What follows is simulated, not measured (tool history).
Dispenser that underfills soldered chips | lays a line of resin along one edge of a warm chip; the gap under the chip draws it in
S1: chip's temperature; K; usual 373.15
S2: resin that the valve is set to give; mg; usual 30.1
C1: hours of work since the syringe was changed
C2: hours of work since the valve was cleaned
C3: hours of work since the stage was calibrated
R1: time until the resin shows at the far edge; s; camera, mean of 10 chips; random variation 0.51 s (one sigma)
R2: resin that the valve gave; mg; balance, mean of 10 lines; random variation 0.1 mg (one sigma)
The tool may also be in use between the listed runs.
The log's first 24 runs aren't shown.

run,hour,S1,S2,C1,C2,C3,R1,R2
# hour 220.4: new syringe of resin
25,225.6,360.15,30.2,3,10,418,84.5,29.99
26,237.7,383.15,30.5,11,17,426,64.1,30.14
# hour 239.7: new syringe of resin
27,246.9,363.15,28.8,5,23,432,84.8,28.21
# hour 258.4: new syringe of resin
28,258.4,363.15,28.8,0,30,439,58.2,28.08
29,269.9,368.15,33.1,7,37,446,85.5,31.87
30,275.9,368.15,33.1,11,41,450,116.6,31.8
# hour 277: new syringe of resin
31,282.5,375.15,36.9,3,45,454,44.2,35.71
32,293.9,373.15,30.6,11,52,461,92.7,29.32
# hour 296.4: new syringe of resin
33,305,387.15,33.4,6,59,468,34.6,31.84

Run 34 comes next. What will it give?
# hour 312.6: dispensing valve cleaned and set on the balance
# hour 315.9: new syringe of resin
34,317.2,374.15,32,1,3,475,?,?

{"run 34": {"R1": 38.8, "R2": 31.7}}
Without the tool's hidden state the same run would have given R1 39.4 s, R2 31.78 mg.

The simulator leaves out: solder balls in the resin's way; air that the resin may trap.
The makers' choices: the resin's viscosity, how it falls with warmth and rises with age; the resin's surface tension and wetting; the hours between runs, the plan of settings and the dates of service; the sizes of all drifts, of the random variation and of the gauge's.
